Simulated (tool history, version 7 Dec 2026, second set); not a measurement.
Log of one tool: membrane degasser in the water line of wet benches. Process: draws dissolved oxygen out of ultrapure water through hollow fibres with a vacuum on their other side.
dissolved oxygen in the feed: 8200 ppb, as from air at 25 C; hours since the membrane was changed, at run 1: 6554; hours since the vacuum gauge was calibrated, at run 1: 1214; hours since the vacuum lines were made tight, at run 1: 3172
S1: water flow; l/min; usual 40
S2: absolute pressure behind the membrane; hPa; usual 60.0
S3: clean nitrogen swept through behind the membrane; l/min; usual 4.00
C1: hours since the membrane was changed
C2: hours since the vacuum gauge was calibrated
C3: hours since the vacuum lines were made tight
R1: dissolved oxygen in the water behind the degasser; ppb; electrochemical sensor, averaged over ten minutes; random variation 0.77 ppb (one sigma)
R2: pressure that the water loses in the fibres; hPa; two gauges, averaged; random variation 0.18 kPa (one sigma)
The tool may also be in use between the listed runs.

Run 1, hour 0.0: usual settings; C1 6554; C2 1214; C3 3172. Result: R1 71.6 ppb, R2 314.6 hPa.
Run 2, hour 152.5: usual settings; C1 6707; C2 1366; C3 3325. Result: R1 70.8 ppb, R2 316.6 hPa.
Run 3, hour 267.5: usual settings; C1 6822; C2 1481; C3 3440. Result: R1 72.9 ppb, R2 314.8 hPa.
Run 4, hour 460.0: usual settings; C1 7014; C2 1674; C3 3632. Result: R1 72.0 ppb, R2 315.4 hPa.
Run 5, hour 614.4: usual settings; C1 7169; C2 1828; C3 3787. Result: R1 70.4 ppb, R2 313.8 hPa.
Run 6, hour 764.3: usual settings but S1 37 l/min; C1 7319; C2 1978; C3 3936. Result: R1 64.9 ppb, R2 294.2 hPa.
Run 7, hour 926.4: usual settings but S1 37 l/min, S3 5.54 l/min; C1 7481; C2 2140; C3 4099. Result: R1 48.8 ppb, R2 293.3 hPa.
Run 8, hour 1117.3: usual settings but S1 37 l/min, S3 5.54 l/min; C1 7672; C2 2331; C3 4289. Result: R1 48.7 ppb, R2 293.8 hPa.
Run 9, hour 1251.7: usual settings but S1 37 l/min, S3 5.54 l/min; C1 7806; C2 2466; C3 4424. Result: R1 49.0 ppb, R2 293.3 hPa.
Run 10, hour 1396.9: usual settings but S1 37 l/min, S3 5.54 l/min; C1 7951; C2 2611; C3 4569. Result: R1 49.0 ppb, R2 291.1 hPa.
Run 11, hour 1572.9: usual settings but S1 37 l/min, S3 5.54 l/min; C1 8127; C2 2787; C3 4745. Result: R1 48.7 ppb, R2 289.6 hPa.
Run 12, hour 1710.4: usual settings but S1 37 l/min, S3 5.54 l/min; C1 8265; C2 2924; C3 4883. Result: R1 48.3 ppb, R2 291.2 hPa.
Run 13, hour 1839.7: usual settings but S1 37 l/min, S3 5.54 l/min; C1 8394; C2 3054; C3 5012. Result: R1 49.0 ppb, R2 293.3 hPa.
Run 14, hour 2030.6: usual settings; C1 8585; C2 3245; C3 5203. Result: R1 71.2 ppb, R2 313.9 hPa.
Run 15, hour 2136.5: usual settings; C1 8691; C2 3350; C3 5309. Result: R1 71.2 ppb, R2 314.4 hPa.
Run 16, hour 2260.9: usual settings; C1 8815; C2 3475; C3 5433. Result: R1 70.8 ppb, R2 313.1 hPa.
Run 17, hour 2438.7: usual settings but S3 2.17 l/min; C1 8993; C2 3653; C3 5611. Result: R1 119.4 ppb, R2 313.6 hPa.
Run 18, hour 2563.6: usual settings but S1 37 l/min, S2 83.5 hPa, S3 2.44 l/min; C1 9118; C2 3778; C3 5736. Result: R1 177.0 ppb, R2 289.5 hPa.
Run 19, hour 2651.2: usual settings but S2 119.6 hPa, S3 9.44 l/min; C1 9206; C2 3865; C3 5823. Result: R1 94.7 ppb, R2 311.5 hPa.
At hour 2711.1: vacuum gauge calibrated.
Run 20, hour 2769.2: usual settings but S3 7.15 l/min; C1 9323; C2 58; C3 5941. Result: R1 43.2 ppb, R2 316.1 hPa.
Run 21, hour 2911.6: usual settings but S3 7.15 l/min; C1 9466; C2 200; C3 6083. Result: R1 43.8 ppb, R2 316.7 hPa.
Run 22, hour 3090.1: usual settings but S3 2.36 l/min; C1 9644; C2 379; C3 6262. Result: R1 113.5 ppb, R2 315.0 hPa.
Run 23, hour 3183.2: usual settings but S1 37 l/min, S2 45.3 hPa, S3 2.43 l/min; C1 9737; C2 472; C3 6355. Result: R1 49.3 ppb, R2 290.7 hPa.
Run 24, hour 3316.2: usual settings but S1 37 l/min, S2 37.9 hPa, S3 2.43 l/min; C1 9870; C2 605; C3 6488. Result: R1 24.7 ppb, R2 295.4 hPa.
Run 25, hour 3427.8: usual settings but S1 52 l/min, S3 11.17 l/min; C1 9982; C2 717; C3 6599. Result: R1 49.2 ppb, R2 411.4 hPa.
Run 26, hour 3602.5: usual settings but S1 38 l/min, S2 45.9 hPa, S3 3.10 l/min; C1 10156; C2 891; C3 6774. Result: R1 44.4 ppb, R2 301.2 hPa.
Run 27, hour 3697.5: usual settings but S1 38 l/min, S2 45.9 hPa, S3 3.10 l/min; C1 10251; C2 986; C3 6869. Result: R1 44.3 ppb, R2 298.4 hPa.
Run 28, hour 3829.2: usual settings but S1 26 l/min, S2 59.1 hPa, S3 5.72 l/min; C1 10383; C2 1118; C3 7001. Result: R1 30.1 ppb, R2 205.5 hPa.
Run 29, hour 3987.4: usual settings but S1 42 l/min, S2 75.3 hPa; C1 10541; C2 1276; C3 7159. Result: R1 113.3 ppb, R2 330.4 hPa.
Run 30, hour 4157.2: usual settings but S2 59.1 hPa; C1 10711; C2 1446; C3 7329. Result: R1 69.2 ppb, R2 316.4 hPa.
Run 31, hour 4322.2: usual settings but S1 32 l/min, S3 6.13 l/min; C1 10876; C2 1611; C3 7494. Result: R1 38.2 ppb, R2 252.9 hPa.
Run 32, hour 4440.0: usual settings but S1 32 l/min, S2 58.6 hPa, S3 2.78 l/min; C1 10994; C2 1729; C3 7612. Result: R1 72.1 ppb, R2 250.1 hPa.

4 ways to go on from here, each from the tool as it stands after run 32. What would each give?
Run A, hour 4627.5: usual settings but S1 43 l/min, S2 94.0 hPa, S3 7.07 l/min; C1 11181; C2 1916; C3 7799. Result: R1 ?, R2 ?.
Run B, hour 4627.5: usual settings but S1 32 l/min, S2 113.0 hPa, S3 3.51 l/min; C1 11181; C2 1916; C3 7799. Result: R1 ?, R2 ?.
Run C, hour 4627.5: usual settings but S1 27 l/min, S2 88.3 hPa, S3 2.72 l/min; C1 11181; C2 1916; C3 7799. Result: R1 ?, R2 ?.
Run D, hour 4627.5: usual settings but S1 32 l/min, S2 113.0 hPa, S3 2.78 l/min; C1 11181; C2 1916; C3 7799. Result: R1 ?, R2 ?.

run     R1     R2
  A   97.9  341.4
  B  172.9  252.3
  C  135.1  211.5
  D  216.7  253.5
Without the tool's hidden state the same runs would have given:
run     R1     R2
  A   97.7  340.6
  B  172.7  251.8
  C  134.9  211.0
  D  216.5  252.9
